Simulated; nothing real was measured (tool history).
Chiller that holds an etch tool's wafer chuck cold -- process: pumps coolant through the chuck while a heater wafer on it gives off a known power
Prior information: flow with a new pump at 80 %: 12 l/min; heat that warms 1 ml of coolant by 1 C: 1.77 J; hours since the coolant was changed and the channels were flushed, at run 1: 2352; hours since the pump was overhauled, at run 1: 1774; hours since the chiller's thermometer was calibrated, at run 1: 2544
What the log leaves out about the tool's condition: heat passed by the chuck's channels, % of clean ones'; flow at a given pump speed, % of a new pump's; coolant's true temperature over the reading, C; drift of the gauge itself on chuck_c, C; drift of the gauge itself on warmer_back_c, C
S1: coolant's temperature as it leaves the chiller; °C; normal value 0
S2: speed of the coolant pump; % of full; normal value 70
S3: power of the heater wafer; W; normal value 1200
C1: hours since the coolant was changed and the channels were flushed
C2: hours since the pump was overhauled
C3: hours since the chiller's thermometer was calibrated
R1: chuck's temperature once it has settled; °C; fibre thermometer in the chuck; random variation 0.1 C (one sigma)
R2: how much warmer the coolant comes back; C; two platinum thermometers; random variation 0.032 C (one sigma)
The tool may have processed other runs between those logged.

run 1 hour=0 | S1=0 S2=70 S3=1200 | C1=2352 C2=1774 C3=2544 | R1=8.3 R2=3.82
run 2 hour=64.3 | S1=0 S2=70 S3=1200 | C1=2416 C2=1839 C3=2609 | R1=8.3 R2=3.84
run 3 hour=141.9 | S1=0 S2=70 S3=1200 | C1=2494 C2=1916 C3=2686 | R1=8.5 R2=3.93
run 4 hour=237.8 | S1=0 S2=70 S3=786 | C1=2590 C2=2012 C3=2782 | R1=5.5 R2=2.57
run 5 hour=368.3 | S1=0 S2=70 S3=786 | C1=2720 C2=2143 C3=2913 | R1=5.6 R2=2.55
run 6 hour=449.7 | S1=0 S2=70 S3=786 | C1=2802 C2=2224 C3=2994 | R1=5.5 R2=2.61
run 7 hour=538.2 | S1=0 S2=70 S3=1200 | C1=2890 C2=2313 C3=3082 | R1=8.4 R2=3.9
run 8 hour=597.6 | S1=0 S2=70 S3=1200 | C1=2949 C2=2372 C3=3142 | R1=8.3 R2=3.91
run 9 hour=678.1 | S1=0 S2=70 S3=1200 | C1=3030 C2=2453 C3=3222 | R1=8.3 R2=3.96
run 10 hour=811.3 | S1=0 S2=70 S3=1200 | C1=3163 C2=2586 C3=3356 | R1=8.3 R2=3.9
run 11 hour=911.3 | S1=10 S2=70 S3=1200 | C1=3263 C2=2686 C3=3456 | R1=18.4 R2=3.92
run 12 hour=993.8 | S1=6 S2=70 S3=1200 | C1=3346 C2=2768 C3=3538 | R1=14.4 R2=3.95
run 13 hour=1066 | S1=9 S2=66 S3=1064 | C1=3418 C2=2840 C3=3610 | R1=16.8 R2=3.79
run 14 hour=1130.8 | S1=8 S2=66 S3=1064 | C1=3483 C2=2905 C3=3675 | R1=15.7 R2=3.7
run 15 hour=1229.9 | S1=8 S2=66 S3=1064 | C1=3582 C2=3004 C3=3774 | R1=15.8 R2=3.72
run 16 hour=1299.6 | S1=-4 S2=77 S3=1200 | C1=3651 C2=3074 C3=3844 | R1=3.7 R2=3.61
run 17 hour=1362.2 | S1=-4 S2=77 S3=1564 | C1=3714 C2=3137 C3=3906 | R1=6.3 R2=4.69

Run 18, settings as shown, results not yet in. Your forecast:
-- hour=1401.2 chiller's thermometer calibrated
run 18 hour=1445.1 | S1=-7 S2=77 S3=1180 | C1=3796 C2=3219 C3=44 | R1=? R2=?

{"run 18": {"R1": 0.7, "R2": 3.54}}
Were there no unlogged condition in the tool, this run, its random variation unchanged, would have produced R1 0.7 °C, R2 3.42 C.
